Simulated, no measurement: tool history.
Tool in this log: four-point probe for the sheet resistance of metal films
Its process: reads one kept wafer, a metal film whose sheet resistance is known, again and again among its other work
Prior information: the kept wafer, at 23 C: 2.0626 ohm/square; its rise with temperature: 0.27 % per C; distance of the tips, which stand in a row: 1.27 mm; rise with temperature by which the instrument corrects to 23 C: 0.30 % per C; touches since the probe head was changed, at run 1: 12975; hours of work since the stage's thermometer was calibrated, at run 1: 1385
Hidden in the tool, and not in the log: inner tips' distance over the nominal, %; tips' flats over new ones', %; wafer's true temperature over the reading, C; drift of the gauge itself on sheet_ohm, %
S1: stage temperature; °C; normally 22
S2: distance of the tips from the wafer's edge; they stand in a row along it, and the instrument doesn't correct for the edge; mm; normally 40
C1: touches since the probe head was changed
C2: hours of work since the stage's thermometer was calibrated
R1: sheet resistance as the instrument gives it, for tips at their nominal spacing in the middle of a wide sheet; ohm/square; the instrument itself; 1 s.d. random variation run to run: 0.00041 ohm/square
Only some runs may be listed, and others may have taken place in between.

run	day	S1	S2	C1	C2	R1
1	0.000	22	40	12975	1385	2.069535
2	1.550	22	40	14227	1414	2.069866
3	2.729	22	40	15180	1436	2.069847
4	4.579	22	4	16677	1470	2.174447
5	6.721	22	4	18406	1510	2.174823
6	8.612	22	4	19935	1546	2.174378
7	10.504	22	33	21461	1581	2.069647
8	12.038	22	33	22701	1610	2.070991
# day 12.162: stage's thermometer calibrated
9	14.012	22	40	24281	35	2.069716
10	15.192	22	40	25233	57	2.069376
11	16.383	22	40	26194	79	2.070013
12	17.542	22	9	27131	100	2.090874
13	19.429	22	51	28656	136	2.069701
14	20.846	32	13	29802	162	2.075047
# day 21.254: stage's thermometer calibrated, once more
15	22.371	32	13	31016	21	2.079460
16	24.271	32	13	32551	56	2.079089
17	25.704	20	6	33708	83	2.123406
18	27.812	20	6	35414	123	2.123536
19	30.004	22	14	37183	163	2.083183
20	31.312	30	36	38240	188	2.071568
21	33.404	33	5	39931	227	2.139686

Forecast run 22:
22	34.392	33	3	40729	245	?

R1: 2.250323 ohm/square
With no hidden state in the tool, this same run would have given R1 2.238356 ohm/square.
